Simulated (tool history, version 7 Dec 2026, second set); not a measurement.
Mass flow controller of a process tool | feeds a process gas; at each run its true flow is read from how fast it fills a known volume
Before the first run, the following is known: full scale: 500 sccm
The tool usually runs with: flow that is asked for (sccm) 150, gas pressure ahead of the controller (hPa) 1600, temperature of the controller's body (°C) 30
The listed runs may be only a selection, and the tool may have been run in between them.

run,hour,flow that is asked for (sccm),gas pressure ahead of the controller (hPa),temperature of the controller's body (°C),true flow (%)
1,0.0,150,1600,30,98.25
2,97.1,150,1600,30,98.30
3,165.1,150,1730,30,98.20
4,225.0,150,1600,23,98.76
5,326.6,150,1600,23,98.65
6,385.0,150,1600,23,98.72
7,470.0,166,1600,30,98.18
8,553.8,166,1600,30,98.25
9,641.5,166,1600,30,98.29
10,726.8,166,1600,30,98.16
11,810.6,166,1600,30,98.32
12,894.4,150,2160,30,98.43
13,962.4,150,1600,30,98.29
14,1072.8,150,1970,30,98.33
15,1121.4,150,2610,30,98.59
16,1235.0,236,1550,29,98.66
17,1349.3,150,1600,24,98.60
18,1446.1,112,1790,30,98.27
19,1522.1,112,1790,30,98.12
20,1590.0,241,1560,30,98.46
21,1645.3,250,1720,30,98.57

The next listed run, before its measurement:
22,1715.5,53,1600,22,?

Run 22 gave true flow (%) 98.41.
If the tool had no hidden condition, the same run with the same run-to-run variation would have returned true flow (%) 98.42.
